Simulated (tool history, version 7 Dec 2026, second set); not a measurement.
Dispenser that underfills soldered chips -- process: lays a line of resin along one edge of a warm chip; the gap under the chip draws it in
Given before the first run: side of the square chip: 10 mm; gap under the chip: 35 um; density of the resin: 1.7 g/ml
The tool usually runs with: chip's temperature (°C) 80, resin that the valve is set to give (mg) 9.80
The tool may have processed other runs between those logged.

run,hour,chip's temperature (°C),resin that the valve is set to give (mg),time until the resin shows at the far edge (s),resin that the valve gave (mg)
1,0.0,80,9.80,93.0,9.41
# hour 10.4: new syringe of resin
2,11.1,80,8.35,72.2,8.10
3,17.6,80,9.80,107.3,9.37
# hour 25.6: new syringe of resin
4,28.8,80,9.80,83.9,9.31
# hour 40.7: new syringe of resin
5,43.7,80,8.95,81.9,8.58
6,52.7,80,8.95,142.6,8.42
# hour 56.2: new syringe of resin
7,59.4,80,8.95,85.9,8.49
8,67.3,80,8.95,136.1,8.44
# hour 71.7: new syringe of resin
9,80.5,80,8.95,116.4,8.35
# hour 87.0: new syringe of resin
# hour 89.0: dispensing valve cleaned and set on the balance
10,90.4,80,8.95,80.3,8.98
11,99.3,80,8.95,135.9,9.00
# hour 103.5: new syringe of resin
12,108.7,80,8.95,96.0,8.88
13,116.5,80,8.95,152.9,8.85
# hour 119.1: new syringe of resin
14,124.0,80,9.80,91.4,9.68
# hour 134.6: new syringe of resin
15,135.1,80,9.80,71.0,9.53
16,148.5,80,9.80,158.7,9.59
# hour 149.9: new syringe of resin
17,157.9,80,9.80,109.1,9.57
# hour 165.6: new syringe of resin
# hour 173.3: stage's temperature calibrated
18,173.3,69,8.73,181.8,8.41
# hour 182.8: new syringe of resin
19,187.6,82,12.08,84.4,11.64
20,194.4,82,12.08,129.0,11.57
# hour 198.6: new syringe of resin
21,205.0,94,8.60,59.7,8.26
22,213.3,94,8.60,98.2,8.11
# hour 214.8: new syringe of resin
23,225.1,94,11.65,68.7,11.03
# hour 230.4: new syringe of resin
24,235.1,94,11.65,49.7,10.90
# hour 246.6: new syringe of resin
25,247.3,75,8.50,97.8,7.92
# hour 258.3: dispensing valve cleaned and set on the balance
26,260.5,87,10.34,114.9,10.31
# hour 262.9: new syringe of resin
27,274.3,80,8.57,143.5,8.43
# hour 278.3: new syringe of resin
28,283.9,80,8.57,98.3,8.41
29,291.5,91,11.53,95.4,11.26
# hour 293.9: new syringe of resin
30,299.9,67,8.59,194.0,8.42
# hour 309.3: new syringe of resin
31,314.2,82,10.11,87.7,9.82
# hour 325.2: new syringe of resin
32,328.5,86,10.17,65.8,9.84
33,337.4,71,11.95,220.5,11.60
# hour 340.3: new syringe of resin
34,348.8,80,8.43,120.0,8.16

Selected run-to-run steps in time until the resin shows at the far edge (s), each split into two signed amounts: the part the tool would show with no hidden state at all (from settings, incoming material and random variation), and the remainder, which goes to the hidden state together with any gauge scatter not common to the measured and the hidden-state-free results:
Hidden conditions of the tool in this case: resin's viscosity, % of fresh resin's; dose that the valve gives, % of what is set; true chip temperature over the reading, C; drift of the gauge itself on fill_s, %; drift of the gauge itself on given_mg, %.
Run 15 -> 16: settings left as they were, no log entry in between. time until the resin shows at the far edge (s) +87.7: hidden state +88.7, all else -1.0.
Run 30 -> 31: chip's temperature (°C) 67 -> 82, resin that the valve is set to give (mg) 8.59 -> 10.11, new syringe of resin. time until the resin shows at the far edge (s) -106.3: hidden state -37.6, all else -68.7.
Run 32 -> 33: chip's temperature (°C) 86 -> 71, resin that the valve is set to give (mg) 10.17 -> 11.95. time until the resin shows at the far edge (s) +154.7: hidden state +103.2, all else +51.5.
Run 33 -> 34: chip's temperature (°C) 71 -> 80, resin that the valve is set to give (mg) 11.95 -> 8.43, new syringe of resin. time until the resin shows at the far edge (s) -100.5: hidden state -67.4, all else -33.1.

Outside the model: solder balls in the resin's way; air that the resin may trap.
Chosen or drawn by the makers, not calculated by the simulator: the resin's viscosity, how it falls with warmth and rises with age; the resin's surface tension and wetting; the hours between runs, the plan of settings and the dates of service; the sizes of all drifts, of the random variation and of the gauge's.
